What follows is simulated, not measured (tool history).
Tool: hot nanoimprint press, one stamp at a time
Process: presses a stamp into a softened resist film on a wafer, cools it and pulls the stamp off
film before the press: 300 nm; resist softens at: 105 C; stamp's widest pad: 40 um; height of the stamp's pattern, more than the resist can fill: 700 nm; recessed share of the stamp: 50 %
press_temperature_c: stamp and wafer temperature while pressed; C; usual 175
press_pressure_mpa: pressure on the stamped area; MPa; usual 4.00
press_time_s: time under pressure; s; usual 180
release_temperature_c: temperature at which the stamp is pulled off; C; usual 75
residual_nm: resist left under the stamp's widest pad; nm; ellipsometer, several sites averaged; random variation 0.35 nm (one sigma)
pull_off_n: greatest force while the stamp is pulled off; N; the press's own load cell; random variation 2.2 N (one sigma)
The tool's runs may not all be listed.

{"run": 1, "day": 0.0, "press_temperature_c": 175, "press_pressure_mpa": 4.0, "press_time_s": 180, "release_temperature_c": 75, "residual_nm": 135.5, "pull_off_n": 101}
{"run": 2, "day": 0.238, "press_temperature_c": 175, "press_pressure_mpa": 4.0, "press_time_s": 180, "release_temperature_c": 75, "residual_nm": 135.5, "pull_off_n": 95}
{"run": 3, "day": 0.683, "press_temperature_c": 175, "press_pressure_mpa": 3.43, "press_time_s": 180, "release_temperature_c": 75, "residual_nm": 147.2, "pull_off_n": 98}
{"run": 4, "day": 1.242, "press_temperature_c": 175, "press_pressure_mpa": 4.0, "press_time_s": 180, "release_temperature_c": 75, "residual_nm": 135.0, "pull_off_n": 96}
{"run": 5, "day": 1.775, "press_temperature_c": 175, "press_pressure_mpa": 4.0, "press_time_s": 180, "release_temperature_c": 75, "residual_nm": 134.8, "pull_off_n": 97}
{"run": 6, "day": 2.25, "press_temperature_c": 175, "press_pressure_mpa": 4.0, "press_time_s": 180, "release_temperature_c": 75, "residual_nm": 134.9, "pull_off_n": 99}
{"run": 7, "day": 2.671, "press_temperature_c": 175, "press_pressure_mpa": 4.0, "press_time_s": 284, "release_temperature_c": 75, "residual_nm": 114.8, "pull_off_n": 96}
{"run": 8, "day": 2.9, "press_temperature_c": 175, "press_pressure_mpa": 4.0, "press_time_s": 284, "release_temperature_c": 75, "residual_nm": 114.6, "pull_off_n": 97}
{"run": 9, "day": 3.312, "press_temperature_c": 175, "press_pressure_mpa": 3.91, "press_time_s": 180, "release_temperature_c": 75, "residual_nm": 135.5, "pull_off_n": 95}
{"run": 10, "day": 3.858, "press_temperature_c": 175, "press_pressure_mpa": 3.91, "press_time_s": 180, "release_temperature_c": 75, "residual_nm": 135.1, "pull_off_n": 94}
{"run": 11, "day": 4.288, "press_temperature_c": 175, "press_pressure_mpa": 3.91, "press_time_s": 180, "release_temperature_c": 75, "residual_nm": 134.5, "pull_off_n": 94}
{"run": 12, "day": 4.558, "press_temperature_c": 175, "press_pressure_mpa": 3.91, "press_time_s": 180, "release_temperature_c": 75, "residual_nm": 134.6, "pull_off_n": 99}
{"run": 13, "day": 4.85, "press_temperature_c": 175, "press_pressure_mpa": 4.0, "press_time_s": 180, "release_temperature_c": 69, "residual_nm": 132.1, "pull_off_n": 107}
{"run": 14, "day": 5.088, "press_temperature_c": 175, "press_pressure_mpa": 4.0, "press_time_s": 180, "release_temperature_c": 69, "residual_nm": 132.4, "pull_off_n": 102}
{"run": 15, "day": 5.525, "press_temperature_c": 175, "press_pressure_mpa": 2.54, "press_time_s": 180, "release_temperature_c": 82, "residual_nm": 166.0, "pull_off_n": 91}
{"run": 16, "day": 5.746, "press_temperature_c": 169, "press_pressure_mpa": 2.77, "press_time_s": 159, "release_temperature_c": 83, "residual_nm": 198.4, "pull_off_n": 88}
{"run": 17, "day": 6.196, "press_temperature_c": 174, "press_pressure_mpa": 2.77, "press_time_s": 99, "release_temperature_c": 83, "residual_nm": 193.1, "pull_off_n": 88}
{"day": 6.488, "done": "gauge calibrated"}
{"run": 18, "day": 6.688, "press_temperature_c": 166, "press_pressure_mpa": 4.0, "press_time_s": 232, "release_temperature_c": 75, "residual_nm": 172.7, "pull_off_n": 101}
{"run": 19, "day": 7.142, "press_temperature_c": 164, "press_pressure_mpa": 4.0, "press_time_s": 147, "release_temperature_c": 75, "residual_nm": 207.0, "pull_off_n": 98}
{"run": 20, "day": 7.688, "press_temperature_c": 164, "press_pressure_mpa": 3.27, "press_time_s": 147, "release_temperature_c": 75, "residual_nm": 222.8, "pull_off_n": 101}
{"run": 21, "day": 8.208, "press_temperature_c": 182, "press_pressure_mpa": 2.42, "press_time_s": 202, "release_temperature_c": 75, "residual_nm": 134.1, "pull_off_n": 97}
{"day": 8.588, "done": "stamp cleaned and given a new release coat"}
{"run": 22, "day": 8.842, "press_temperature_c": 182, "press_pressure_mpa": 2.42, "press_time_s": 202, "release_temperature_c": 75, "residual_nm": 133.8, "pull_off_n": 95}
{"run": 23, "day": 9.179, "press_temperature_c": 178, "press_pressure_mpa": 2.42, "press_time_s": 171, "release_temperature_c": 76, "residual_nm": 160.1, "pull_off_n": 93}
{"run": 24, "day": 9.675, "press_temperature_c": 178, "press_pressure_mpa": 2.42, "press_time_s": 171, "release_temperature_c": 76, "residual_nm": 159.7, "pull_off_n": 96}
{"run": 25, "day": 10.108, "press_temperature_c": 175, "press_pressure_mpa": 5.18, "press_time_s": 107, "release_temperature_c": 75, "residual_nm": 138.1, "pull_off_n": 96}
{"run": 26, "day": 10.583, "press_temperature_c": 175, "press_pressure_mpa": 2.56, "press_time_s": 180, "release_temperature_c": 75, "residual_nm": 166.6, "pull_off_n": 97}

Forecast each of these 3 alternatives for the next run:
{"run": "A", "day": 11.05, "press_temperature_c": 182, "press_pressure_mpa": 3.67, "press_time_s": 94, "release_temperature_c": 75, "residual_nm": "?", "pull_off_n": "?"}
{"run": "B", "day": 11.05, "press_temperature_c": 175, "press_pressure_mpa": 4.29, "press_time_s": 304, "release_temperature_c": 75, "residual_nm": "?", "pull_off_n": "?"}
{"run": "C", "day": 11.05, "press_temperature_c": 164, "press_pressure_mpa": 4.31, "press_time_s": 163, "release_temperature_c": 75, "residual_nm": "?", "pull_off_n": "?"}

run=A residual_nm=136.5 pull_off_n=97
run=B residual_nm=106.9 pull_off_n=99
run=C residual_nm=193.3 pull_off_n=97
Without the tool's hidden state the same runs would have given:
run=A residual_nm=139.3 pull_off_n=97
run=B residual_nm=109.2 pull_off_n=99
run=C residual_nm=197.3 pull_off_n=97
